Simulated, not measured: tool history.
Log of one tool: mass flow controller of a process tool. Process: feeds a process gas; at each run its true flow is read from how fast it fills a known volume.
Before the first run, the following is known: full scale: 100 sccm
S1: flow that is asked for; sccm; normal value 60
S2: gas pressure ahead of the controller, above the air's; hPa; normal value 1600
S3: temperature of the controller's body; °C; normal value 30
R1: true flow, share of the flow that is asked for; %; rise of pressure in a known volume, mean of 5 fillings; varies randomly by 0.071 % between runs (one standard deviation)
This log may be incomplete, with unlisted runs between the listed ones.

run,day,S1,S2,S3,R1
1,0.000,60,1600,30,99.53
2,6.488,60,1600,21,100.11
3,10.554,60,1600,34,99.21
4,15.088,60,1600,34,99.24
5,21.533,60,1600,34,99.24
6,29.692,60,1600,34,99.45
7,37.792,60,1600,34,99.32
8,44.238,60,1600,34,99.43
9,52.012,60,1600,34,99.46
10,57.888,60,1600,34,99.56
11,66.062,60,1600,34,99.57
12,71.767,60,1600,30,99.90
13,77.858,60,1520,30,100.06
14,82.025,60,1520,30,99.98
15,86.329,60,1600,30,99.97
16,92.958,60,1600,30,99.92
17,96.888,60,1600,38,99.47
# day 101.704: controller's zero set anew
18,103.354,24,1860,26,99.57
19,111.029,12,1880,24,99.53
20,115.596,11,1450,35,99.23
21,121.717,11,1750,32,99.19
22,128.158,18,2070,22,99.75
23,135.071,74,2740,22,100.06
24,140.379,74,2740,22,100.15
# day 141.688: controller exchanged for a calibrated one
25,146.521,12,1600,32,99.40
26,152.312,12,2340,21,99.70
27,157.092,72,2340,21,100.48
28,164.058,30,2410,32,99.30
29,167.971,22,1470,38,99.37
30,175.842,24,1600,30,99.89
31,183.479,60,1600,27,100.78

Some steps in R1 between neighbouring runs. How much of each would the tool show without its hidden state too (settings, what came in, random variation), and how much is left for the hidden state, with any gauge scatter that isn't in both results?
What the log doesn't record here: flow at rest that the sensor doesn't see, % of full scale; true flow over the shown one, %; drift of the gauge itself on true_pct, %.
Run 2 -> 3: S3 21 -> 34. R1 -0.90 %: hidden state +0.02, all else -0.92.
Run 5 -> 6: settings left as they were, no log entry in between. R1 +0.21 %: hidden state +0.05, all else +0.16.
Run 8 -> 9: settings left as they were, no log entry in between. R1 +0.03 %: hidden state +0.05, all else -0.02.
Run 27 -> 28: S1 72 -> 30, S2 2340 -> 2410, S3 21 -> 32. R1 -1.18 %: hidden state +0.02, all else -1.20.
Run 30 -> 31: S1 24 -> 60, S3 30 -> 27. R1 +0.89 %: hidden state +0.06, all else +0.83.
